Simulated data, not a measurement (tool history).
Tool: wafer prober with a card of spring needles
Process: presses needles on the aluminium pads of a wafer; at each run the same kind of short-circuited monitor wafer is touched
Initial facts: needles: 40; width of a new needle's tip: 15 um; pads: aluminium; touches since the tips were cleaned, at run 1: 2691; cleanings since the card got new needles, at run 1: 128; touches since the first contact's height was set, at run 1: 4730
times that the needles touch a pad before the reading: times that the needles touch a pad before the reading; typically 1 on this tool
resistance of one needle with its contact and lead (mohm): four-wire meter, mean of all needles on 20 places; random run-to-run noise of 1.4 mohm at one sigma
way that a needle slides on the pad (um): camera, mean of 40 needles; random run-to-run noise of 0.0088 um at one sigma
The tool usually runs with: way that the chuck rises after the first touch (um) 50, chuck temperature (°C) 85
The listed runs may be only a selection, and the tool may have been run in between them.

run     day  way that the chuck rises after the first touch (um)  chuck temperature (°C)  times that the needles touch a pad before the reading  touches since the tips were cleaned  cleanings since the card got new needles  touches since the first contact's height was set  resistance of one needle with its contact and lead (mohm)  way that a needle slides on the pad (um)
  1   0.000                                                   50                      85                                                      1                                 2691                                       128                                              4730                                                        126                                     6.135
      0.042  -- tips cleaned on abrasive film
      0.229  -- tips cleaned on abrasive film
  2   0.296                                                   50                      85                                                      1                                 1233                                       130                                              9979                                                        127                                     6.127
      0.412  -- tips cleaned on abrasive film
      0.600  -- tips cleaned on abrasive film
  3   0.617                                                   50                      85                                                      1                                  283                                       132                                             15668                                                        125                                     6.130
      0.758  -- tips cleaned on abrasive film
      0.912  -- tips cleaned on abrasive film
  4   1.021                                                   50                      85                                                      1                                 1994                                       134                                             22923                                                        126                                     6.130
      1.096  -- tips cleaned on abrasive film
      1.271  -- tips cleaned on abrasive film
      1.458  -- tips cleaned on abrasive film
      1.625  -- tips cleaned on abrasive film
  5   1.683                                                   50                      85                                                      1                                 1024                                       138                                             34722                                                        126                                     6.138
      1.788  -- tips cleaned on abrasive film
      1.975  -- tips cleaned on abrasive film
      2.150  -- tips cleaned on abrasive film
  6   2.167                                                   50                      85                                                      1                                  309                                       141                                             43363                                                        125                                     6.129
      2.317  -- tips cleaned on abrasive film
      2.483  -- tips cleaned on abrasive film
      2.667  -- tips cleaned on abrasive film
  7   2.800                                                   50                      85                                                      1                                 2454                                       144                                             54701                                                        129                                     6.113
      2.833  -- tips cleaned on abrasive film
      2.988  -- tips cleaned on abrasive film
      3.154  -- tips cleaned on abrasive film
      3.346  -- tips cleaned on abrasive film
      3.392  -- height of the first contact set anew
  8   3.438                                                   50                      85                                                      1                                 1510                                       148                                               829                                                        126                                     6.101
      3.517  -- tips cleaned on abrasive film
      3.700  -- tips cleaned on abrasive film
      3.875  -- tips cleaned on abrasive film
  9   3.942                                                   50                      85                                                      1                                 1262                                       151                                              9810                                                        126                                     6.102
      4.058  -- tips cleaned on abrasive film
      4.238  -- tips cleaned on abrasive film
 10   4.258                                                   50                      85                                                      1                                  375                                       153                                             15431                                                        127                                     6.101
      4.412  -- tips cleaned on abrasive film
      4.588  -- tips cleaned on abrasive film
      4.767  -- tips cleaned on abrasive film
 11   4.846                                                   50                      85                                                      1                                 1463                                       156                                             25979                                                        126                                     6.111
      4.925  -- tips cleaned on abrasive film
      5.117  -- tips cleaned on abrasive film
 12   5.158                                                   50                      54                                                      1                                  793                                       158                                             31530                                                        120                                     6.103
      5.300  -- tips cleaned on abrasive film
      5.479  -- tips cleaned on abrasive film
 13   5.483                                                   50                      54                                                      1                                  117                                       160                                             37330                                                        121                                     6.081
      5.667  -- tips cleaned on abrasive film
      5.821  -- tips cleaned on abrasive film
      5.996  -- tips cleaned on abrasive film
 14   6.088                                                   40                      61                                                      1                                 1731                                       163                                             48155                                                        127                                     4.870
      6.162  -- tips cleaned on abrasive film
      6.346  -- tips cleaned on abrasive film
      6.533  -- tips cleaned on abrasive film
 15   6.658                                                   33                      61                                                      1                                 2357                                       166                                             58368                                                        135                                     4.007
      6.700  -- tips cleaned on abrasive film
      6.888  -- tips cleaned on abrasive film
      7.042  -- height of the first contact set anew
      7.083  -- tips cleaned on abrasive film
      7.262  -- tips cleaned on abrasive film
 16   7.262                                                   33                      61                                                      1                                    0                                       170                                              3820                                                        131                                     4.019
      7.446  -- tips cleaned on abrasive film
      7.600  -- tips cleaned on abrasive film
      7.775  -- tips cleaned on abrasive film
 17   7.867                                                   46                      33                                                      1                                 1718                                       173                                             14699                                                        121                                     5.575
      7.946  -- tips cleaned on abrasive film
      8.100  -- tips cleaned on abrasive film
      8.288  -- tips cleaned on abrasive film
      8.479  -- tips cleaned on abrasive film
 18   8.496                                                   38                      55                                                      2                                  285                                       177                                             25855                                                        127                                     4.619
      8.642  -- tips cleaned on abrasive film
      8.825  -- tips cleaned on abrasive film
      9.012  -- tips cleaned on abrasive film
 19   9.029                                                   38                      55                                                      2                                  282                                       180                                             35409                                                        128                                     4.631
      9.200  -- tips cleaned on abrasive film
      9.383  -- tips cleaned on abrasive film
      9.550  -- tips cleaned on abrasive film
 20   9.654                                                   60                      90                                                      1                                 1918                                       183                                             46595                                                        125                                     7.266
      9.729  -- tips cleaned on abrasive film
      9.912  -- tips cleaned on abrasive film
     10.096  -- tips cleaned on abrasive film
 21  10.121                                                   58                      85                                                      3                                  479                                       186                                             54928                                                        125                                     7.044

Here are 4 independent what-if runs from the current tool condition. What would each one return?
     10.271  -- tips cleaned on abrasive film
     10.446  -- tips cleaned on abrasive film
     10.638  -- tips cleaned on abrasive film
     10.725  -- height of the first contact set anew
  A  10.742                                                   37                      83                                                      1                                 1691                                       189                                               331                                                          ?                                         ?
     10.271  -- tips cleaned on abrasive film
     10.446  -- tips cleaned on abrasive film
     10.638  -- tips cleaned on abrasive film
     10.725  -- height of the first contact set anew
  B  10.742                                                   40                      54                                                      1                                 1691                                       189                                               331                                                          ?                                         ?
     10.271  -- tips cleaned on abrasive film
     10.446  -- tips cleaned on abrasive film
     10.638  -- tips cleaned on abrasive film
     10.725  -- height of the first contact set anew
  C  10.742                                                   36                      85                                                      3                                 1691                                       189                                               331                                                          ?                                         ?
     10.271  -- tips cleaned on abrasive film
     10.446  -- tips cleaned on abrasive film
     10.638  -- tips cleaned on abrasive film
     10.725  -- height of the first contact set anew
  D  10.742                                                   42                      28                                                      1                                 1691                                       189                                               331                                                          ?                                         ?

run  resistance of one needle with its contact and lead (mohm)  way that a needle slides on the pad (um)
  A                                                        135                                     4.496
  B                                                        124                                     4.838
  C                                                        135                                     4.376
  D                                                        121                                     5.099
What these runs would have given with no unlogged condition in the tool:
run  resistance of one needle with its contact and lead (mohm)  way that a needle slides on the pad (um)
  A                                                        134                                     4.546
  B                                                        124                                     4.892
  C                                                        135                                     4.426
  D                                                        121                                     5.156
